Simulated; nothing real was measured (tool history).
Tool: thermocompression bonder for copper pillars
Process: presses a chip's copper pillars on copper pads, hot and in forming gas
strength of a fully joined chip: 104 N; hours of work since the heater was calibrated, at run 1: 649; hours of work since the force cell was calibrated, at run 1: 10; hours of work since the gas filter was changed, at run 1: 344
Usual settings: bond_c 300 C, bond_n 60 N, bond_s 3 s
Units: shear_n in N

run,hour,bond_c,bond_n,bond_s,hours of work since the heater was calibrated,hours of work since the force cell was calibrated,hours of work since the gas filter was changed,shear_n
1,0,300,60,3,649,10,344,41.8
2,21.2,300,60,3,660,21,355,41.2
3,33.7,304,60,3,666,28,361,43.3
4,55,300,53,3,677,39,372,39.3
5,70.5,276,53,3,685,47,380,27.3
6,84.2,317,53,3,692,54,387,47.7
7,103.8,317,53,3,702,64,397,46.8
8,114.8,292,60,3,708,69,403,36.7
9,134.3,292,60,3,718,79,413,37
# hour 147.8: forming gas filter changed
10,155.5,272,60,3,728,90,4,28.8
11,173.5,272,60,3,737,99,13,28.5
12,195.8,300,60,3,749,110,24,43.1
13,207,300,60,3,755,116,30,42.9
14,217.6,300,60,3,760,122,36,43.1
15,239.6,300,60,3,771,133,47,42.5
16,249.7,300,60,3,776,138,52,43
17,267.3,300,60,9,785,147,61,62.3
18,281,300,46,8,792,154,68,53
19,294.5,302,77,2,799,161,75,42.6
20,313.7,270,49,3,809,171,85,23.7
21,323.2,312,60,4,814,176,90,54.1
22,339.8,276,55,4,822,184,98,31.8
23,361.1,276,55,4,833,195,109,31.9
24,381,276,55,4,844,205,119,30.7
# hour 383.8: force cell calibrated
25,394.6,291,37,5,850,6,125,33.7
26,413.7,309,76,3,859,15,135,53.2
27,424.7,309,76,3,865,21,141,52.8
28,434.8,309,76,3,870,26,146,52.7
29,455,309,76,4,881,36,156,57.3
30,465.8,309,76,4,886,42,162,57.6
31,479.6,300,60,5,893,49,169,49.7
32,493.8,300,60,5,900,56,176,49.7
33,504.2,292,60,5,906,62,181,45
# hour 519.3: force cell calibrated, once more
34,519.3,292,60,5,913,0,188,45.2

Forecast each of these 5 alternatives for the next run:
A,530.4,318,37,2,918,6,194,?
B,530.4,283,60,5,918,6,194,?
C,530.4,311,88,3,918,6,194,?
D,530.4,300,62,3,918,6,194,?
E,530.4,279,53,4,918,6,194,?

run,shear_n
A,33.8
B,39.8
C,58.2
D,42.6
E,32.1
Without the tool's hidden state the same runs would have given:
run,shear_n
A,37.4
B,44.3
C,63.4
D,47
E,35.9
